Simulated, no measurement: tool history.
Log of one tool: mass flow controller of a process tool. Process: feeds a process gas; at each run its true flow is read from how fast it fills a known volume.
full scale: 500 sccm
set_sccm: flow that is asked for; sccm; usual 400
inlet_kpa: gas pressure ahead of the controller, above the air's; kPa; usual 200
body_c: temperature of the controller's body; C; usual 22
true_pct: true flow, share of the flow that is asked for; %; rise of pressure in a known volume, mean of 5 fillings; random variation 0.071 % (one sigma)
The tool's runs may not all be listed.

| run | hour | set_sccm | inlet_kpa | body_c | true_pct |
|---|---|---|---|---|---|
| 1 | 0 | 400 | 200 | 22 | 99.52 |
| 2 | 85.3 | 400 | 200 | 22 | 99.35 |
| 3 | 163.1 | 400 | 200 | 22 | 99.49 |
| 4 | 213.7 | 400 | 274 | 22 | 99.28 |
| 5 | 263 | 400 | 200 | 22 | 99.55 |
| 6 | 349.6 | 378 | 200 | 22 | 99.41 |
| 7 | 388 | 400 | 200 | 22 | 99.5 |
| 8 | 466.6 | 400 | 200 | 22 | 99.62 |
| 9 | 518.9 | 400 | 200 | 22 | 99.47 |
| 10 | 564.8 | 400 | 266 | 22 | 99.32 |
| 11 | 633.1 | 400 | 200 | 22 | 99.45 |
| 12 | 677.2 | 454 | 200 | 22 | 99.75 |
| 13 | 754.2 | 400 | 200 | 22 | 99.44 |
| 14 | 801.3 | 400 | 200 | 22 | 99.45 |
| 15 | 844.8 | 212 | 265 | 20 | 98.42 |
| 16 | 917.6 | 62 | 200 | 24 | 98.64 |
| 17 | 1007.8 | 400 | 233 | 22 | 99.32 |
| 18 | 1097.3 | 373 | 252 | 32 | 99.85 |
| 19 | 1162.2 | 98 | 252 | 32 | 99 |
| 20 | 1252 | 98 | 252 | 32 | 99.06 |
| 21 | 1307.6 | 98 | 252 | 36 | 99.34 |
| 22 | 1351.5 | 92 | 252 | 36 | 99.13 |
| 23 | 1392.7 | 92 | 252 | 36 | 99.3 |
| 24 | 1474.1 | 212 | 191 | 31 | 99.46 |
| 25 | 1566.5 | 314 | 191 | 23 | 99.35 |
| 26 | 1649.6 | 55 | 147 | 37 | 99.64 |
| 27 | 1720.5 | 137 | 272 | 22 | 98.34 |
| 28 | 1806.7 | 400 | 196 | 23 | 99.36 |

4 ways to go on from here, each from the tool as it stands after run 28. What would each give?
| A | 1892.2 | 400 | 240 | 23 | ? |
| B | 1892.2 | 400 | 248 | 37 | ? |
| C | 1892.2 | 54 | 151 | 22 | ? |
| D | 1892.2 | 400 | 222 | 35 | ? |

| run | true_pct |
|---|---|
| A | 99.31 |
| B | 100.28 |
| C | 98.6 |
| D | 100.25 |
Without the tool's hidden state the same runs would have given:
| run | true_pct |
|---|---|
| A | 99.33 |
| B | 100.29 |
| C | 98.59 |
| D | 100.27 |
